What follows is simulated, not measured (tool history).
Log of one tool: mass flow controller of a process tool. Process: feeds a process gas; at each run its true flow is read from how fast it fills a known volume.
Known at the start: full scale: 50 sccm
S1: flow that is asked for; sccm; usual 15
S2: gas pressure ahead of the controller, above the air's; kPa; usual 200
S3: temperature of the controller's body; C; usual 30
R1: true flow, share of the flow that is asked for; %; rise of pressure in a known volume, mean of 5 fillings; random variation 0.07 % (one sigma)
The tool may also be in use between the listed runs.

{"run": 1, "hour": 0.0, "S1": 15, "S2": 200, "S3": 30, "R1": 98.82}
{"run": 2, "hour": 234.4, "S1": 15, "S2": 200, "S3": 30, "R1": 98.78}
{"run": 3, "hour": 547.1, "S1": 15, "S2": 200, "S3": 30, "R1": 98.64}
{"run": 4, "hour": 877.6, "S1": 15, "S2": 200, "S3": 30, "R1": 98.84}
{"run": 5, "hour": 1167.7, "S1": 15, "S2": 205, "S3": 30, "R1": 98.83}
{"run": 6, "hour": 1367.8, "S1": 20, "S2": 200, "S3": 30, "R1": 99.07}
{"run": 7, "hour": 1738.3, "S1": 15, "S2": 200, "S3": 39, "R1": 99.69}
{"run": 8, "hour": 2045.3, "S1": 15, "S2": 200, "S3": 39, "R1": 99.73}
{"run": 9, "hour": 2259.6, "S1": 15, "S2": 200, "S3": 39, "R1": 99.65}
{"run": 10, "hour": 2436.7, "S1": 17, "S2": 200, "S3": 30, "R1": 98.88}
{"run": 11, "hour": 2797.2, "S1": 17, "S2": 200, "S3": 30, "R1": 98.69}
{"run": 12, "hour": 2959.4, "S1": 12, "S2": 200, "S3": 30, "R1": 98.63}
{"run": 13, "hour": 3202.9, "S1": 9, "S2": 226, "S3": 27, "R1": 98.19}
{"run": 14, "hour": 3534.5, "S1": 9, "S2": 226, "S3": 27, "R1": 98.07}
{"run": 15, "hour": 3862.5, "S1": 27, "S2": 200, "S3": 23, "R1": 98.68}
{"run": 16, "hour": 4221.5, "S1": 15, "S2": 229, "S3": 31, "R1": 98.65}
{"run": 17, "hour": 4396.8, "S1": 12, "S2": 223, "S3": 27, "R1": 98.28}
{"run": 18, "hour": 4778.3, "S1": 17, "S2": 196, "S3": 22, "R1": 98.05}
{"run": 19, "hour": 5075.0, "S1": 15, "S2": 269, "S3": 30, "R1": 98.68}
{"run": 20, "hour": 5450.0, "S1": 15, "S2": 188, "S3": 23, "R1": 97.91}

Forecast each of these 3 alternatives for the next run:
{"hour": 5606.0, "done": "controller exchanged for a calibrated one"}
{"run": "A", "hour": 5775.3, "S1": 15, "S2": 146, "S3": 30, "R1": "?"}
{"hour": 5606.0, "done": "controller exchanged for a calibrated one"}
{"run": "B", "hour": 5775.3, "S1": 13, "S2": 220, "S3": 30, "R1": "?"}
{"hour": 5606.0, "done": "controller exchanged for a calibrated one"}
{"run": "C", "hour": 5775.3, "S1": 15, "S2": 155, "S3": 30, "R1": "?"}

run=A R1=98.84
run=B R1=98.6
run=C R1=98.87
Without the tool's hidden state the same runs would have given:
run=A R1=98.84
run=B R1=98.6
run=C R1=98.87
